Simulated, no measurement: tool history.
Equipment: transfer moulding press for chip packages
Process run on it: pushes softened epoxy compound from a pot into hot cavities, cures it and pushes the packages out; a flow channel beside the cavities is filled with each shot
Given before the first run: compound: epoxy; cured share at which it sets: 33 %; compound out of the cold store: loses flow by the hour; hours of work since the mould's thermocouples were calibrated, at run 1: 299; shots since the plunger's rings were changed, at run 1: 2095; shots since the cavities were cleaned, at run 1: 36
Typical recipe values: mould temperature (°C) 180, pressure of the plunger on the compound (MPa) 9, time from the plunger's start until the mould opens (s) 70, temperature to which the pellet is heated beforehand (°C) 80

run	hour	mould temperature (°C)	pressure of the plunger on the compound (MPa)	time from the plunger's start until the mould opens (s)	temperature to which the pellet is heated beforehand (°C)	hours of work since the mould's thermocouples were calibrated	shots since the plunger's rings were changed	shots since the cavities were cleaned	incoming compound's hours out of the cold store	length that the compound runs in the flow channel (mm)	greatest force on the pins that push the packages out (N)
1	0	180	9	70	80	299	2095	36	46.9	626	289
2	10.1	180	9	70	80	307	2283	224	39.1	636	328
3	15.3	180	9	70	80	312	2380	321	47.2	618	330
4	23.9	180	9	70	88	318	2539	480	38.8	642	373
5	34.5	183	9	70	80	327	2736	677	20.8	685	363
6	43.3	183	9	70	80	334	2900	841	8.8	732	382
7	49.1	183	9	70	80	339	3008	949	18	701	389
8	55.1	183	9	70	80	343	3120	1061	13.9	708	391
# hour 60.5: cavities cleaned with cleaning compound and waxed
9	64.3	183	9	70	80	350	3263	70	27.6	662	489
10	72.5	185	9	70	80	356	3416	223	46.6	603	431
11	78.3	185	9	70	80	361	3523	330	8.3	723	435
12	88.2	180	9	70	71	369	3707	514	42.1	620	532
13	99.1	180	9	70	71	377	3910	717	14	704	560
14	105.4	180	9	70	71	382	4027	834	42.7	623	504
15	113.8	184	7.88	60	79	389	4184	991	30.8	605	539
16	120.6	184	7.88	60	79	395	4309	1116	31	608	522
# hour 123: cavities cleaned with cleaning compound and waxed
# hour 129.6: cavities cleaned with cleaning compound and waxed, once more
17	132.7	184	8.67	58	83	402	4479	58	46.6	587	314
18	138	184	8.67	58	83	406	4577	156	40.3	609	330
19	145.2	180	8.9	83	80	412	4711	290	26.3	663	295

Run 20 has not been measured yet. What should we expect?
20	152.4	180	8.14	59	78	418	4846	425	24.8	?	?

length that the compound runs in the flow channel (mm): 634
greatest force on the pins that push the packages out (N): 529
Take away the tool's hidden state, keep the run-to-run variation as it was, and the same run would have given length that the compound runs in the flow channel (mm) 672, greatest force on the pins that push the packages out (N) 367.
